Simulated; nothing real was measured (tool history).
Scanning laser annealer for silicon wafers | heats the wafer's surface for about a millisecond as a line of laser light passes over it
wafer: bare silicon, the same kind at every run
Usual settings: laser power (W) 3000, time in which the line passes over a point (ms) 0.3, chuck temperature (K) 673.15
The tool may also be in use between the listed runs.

run	hour	laser power (W)	time in which the line passes over a point (ms)	chuck temperature (K)	highest temperature of the surface (K)
1	0	3000	0.3	673.15	1455.15
2	26.9	3000	0.3	673.15	1455.15
3	53.1	3000	0.3	673.15	1457.15
4	67	3000	0.3	673.15	1457.15
5	86.5	3000	0.245	673.15	1375.15
6	104.7	3000	0.245	673.15	1378.15
7	134.6	3000	0.245	673.15	1375.15
8	148.3	3000	0.3	673.15	1460.15
9	174.2	3000	0.3	673.15	1458.15
10	201.9	3000	0.3	654.15	1436.15
11	216.4	3000	0.3	673.15	1456.15
12	232.1	3000	0.234	673.15	1360.15
13	262.4	3000	0.234	673.15	1361.15
14	288.6	3000	0.3	638.15	1422.15
15	310.5	3000	0.3	673.15	1458.15
16	331.6	3000	0.3	673.15	1453.15
17	350.8	3000	0.3	673.15	1457.15
18	364.7	3000	0.3	673.15	1454.15
19	394.4	3000	0.3	673.15	1457.15
20	412.2	3000	0.3	673.15	1458.15
21	433.4	3000	0.3	673.15	1453.15
22	458.3	3000	0.3	673.15	1459.15
23	489.1	3000	0.3	673.15	1456.15
24	519.6	2654	0.348	654.15	1402.15
25	537.8	2846	0.213	673.15	1291.15
26	553	2846	0.213	673.15	1293.15
27	575.5	2846	0.213	673.15	1291.15
28	603.2	2846	0.213	673.15	1292.15
29	618.8	2947	0.342	634.15	1460.15
30	631.9	3000	0.267	673.15	1410.15
31	662.4	3263	0.267	637.15	1439.15
32	685.7	3263	0.267	637.15	1441.15
33	712.8	2606	0.227	660.15	1241.15
34	733.9	3282	0.226	660.15	1398.15
35	749.2	3000	0.3	633.15	1415.15
36	764.9	3000	0.3	633.15	1415.15
37	778.9	3000	0.3	633.15	1418.15
38	792.8	3000	0.239	673.15	1366.15
39	816.7	3109	0.25	654.15	1393.15
40	840.8	3020	0.3	644.15	1435.15
41	853.4	3270	0.371	690.15	1650.15
42	878.6	3270	0.371	690.15	1651.15

Forecast each of these 3 alternatives for the next run:
# hour 886.9: window over the wafer cleaned
A	908.1	3270	0.295	710.15	?
# hour 886.9: window over the wafer cleaned
B	908.1	3270	0.371	683.15	?
# hour 886.9: window over the wafer cleaned
C	908.1	2901	0.3	673.15	?

run	highest temperature of the surface (K)
A	1559.15
B	1647.15
C	1434.15
Without the tool's hidden state the same runs would have given:
run	highest temperature of the surface (K)
A	1559.15
B	1647.15
C	1434.15

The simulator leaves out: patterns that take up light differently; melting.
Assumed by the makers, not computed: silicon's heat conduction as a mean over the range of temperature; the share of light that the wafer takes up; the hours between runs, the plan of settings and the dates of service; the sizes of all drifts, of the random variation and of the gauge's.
